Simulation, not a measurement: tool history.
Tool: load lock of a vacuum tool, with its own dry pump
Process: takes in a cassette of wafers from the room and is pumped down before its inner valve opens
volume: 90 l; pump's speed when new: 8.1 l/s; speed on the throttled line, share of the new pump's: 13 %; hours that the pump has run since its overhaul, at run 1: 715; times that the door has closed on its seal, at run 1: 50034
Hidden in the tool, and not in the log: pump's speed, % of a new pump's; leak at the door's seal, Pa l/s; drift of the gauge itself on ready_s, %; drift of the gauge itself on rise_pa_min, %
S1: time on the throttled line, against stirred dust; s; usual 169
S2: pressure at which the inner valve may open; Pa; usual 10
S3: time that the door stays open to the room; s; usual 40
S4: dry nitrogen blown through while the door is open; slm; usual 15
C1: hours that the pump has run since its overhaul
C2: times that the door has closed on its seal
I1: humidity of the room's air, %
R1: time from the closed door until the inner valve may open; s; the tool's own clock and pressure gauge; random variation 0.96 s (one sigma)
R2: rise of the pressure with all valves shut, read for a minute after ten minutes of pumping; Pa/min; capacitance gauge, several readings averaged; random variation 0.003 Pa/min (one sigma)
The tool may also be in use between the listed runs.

run,day,S1,S2,S3,S4,C1,C2,I1,R1,R2
1,0,169,10,40,15,715,50034,47.1,252.1,0.492
2,1.883,169,10,40,15,760,50240,42.7,252.6,0.487
3,4.367,169,10,40,16,820,50513,46.4,251.7,0.49
4,8.238,169,10,40,16,913,50936,50.3,252.9,0.494
5,10.162,169,10,40,16,959,51147,43.9,252.7,0.51
6,12.392,169,10,40,16,1012,51391,46.5,253.1,0.507
7,15.879,169,10,40,16,1096,51773,45.6,252.9,0.51
8,18.362,169,10,40,10,1156,52045,44.1,251.5,0.524
9,20.008,169,10,40,10,1195,52225,45.2,251.8,0.521
10,23.15,169,11,40,10,1270,52569,42.1,250.4,0.527

Forecast each of these 3 alternatives for the next run:
A,26.238,169,17,40,11,1345,52907,43.6,?,?
B,26.238,105,13,40,37,1345,52907,43.8,?,?
C,26.238,214,11,27,12,1345,52907,43.9,?,?

run,R1,R2
A,246.6,0.518
B,192.9,0.538
C,291,0.522
Without the tool's hidden state the same runs would have given:
run,R1,R2
A,244.9,0.016
B,191,0.012
C,289.5,0.014
